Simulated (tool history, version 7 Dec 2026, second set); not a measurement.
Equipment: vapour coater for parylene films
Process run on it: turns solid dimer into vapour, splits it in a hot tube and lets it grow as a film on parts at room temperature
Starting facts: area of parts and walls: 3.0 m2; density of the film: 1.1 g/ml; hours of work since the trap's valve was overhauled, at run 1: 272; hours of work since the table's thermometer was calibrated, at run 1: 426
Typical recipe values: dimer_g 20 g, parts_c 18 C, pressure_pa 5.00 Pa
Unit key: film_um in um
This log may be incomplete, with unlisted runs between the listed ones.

run,hour,dimer_g,parts_c,pressure_pa,hours of work since the trap's valve was overhauled,hours of work since the table's thermometer was calibrated,film_um
1,0.0,20,18,5.00,272,426,3.14
2,15.4,20,18,5.00,284,439,3.17
3,26.1,20,18,5.00,293,447,3.14
# hour 33.2: trap's valve overhauled
4,39.1,16,18,5.00,5,455,2.52
5,57.4,16,18,5.00,19,469,2.55
6,78.8,16,18,5.00,37,487,2.52
7,90.8,15,20,6.87,46,496,2.18
8,100.7,12,15,5.00,54,504,2.12
9,111.1,20,20,5.00,63,513,2.98
10,127.7,20,18,7.14,76,526,3.11
11,139.6,20,18,7.14,86,536,3.12
12,152.1,34,14,7.93,96,546,6.05

For each run, the measured value with the value that run would have given without the tool's hidden condition subtracted. The run-to-run variation is shared by both, the gauge scatter possibly not:
Unlogged tool condition in this case: vapour lost through the trap's worn valve, %; true temperature of the parts over the reading, C; drift of the gauge itself on film_um, %.
run,film_um
1,-0.01
2,+0.00
3,+0.00
4,+0.01
5,+0.02
6,+0.01
7,+0.02
8,+0.02
9,+0.03
10,+0.03
11,+0.03
12,+0.08

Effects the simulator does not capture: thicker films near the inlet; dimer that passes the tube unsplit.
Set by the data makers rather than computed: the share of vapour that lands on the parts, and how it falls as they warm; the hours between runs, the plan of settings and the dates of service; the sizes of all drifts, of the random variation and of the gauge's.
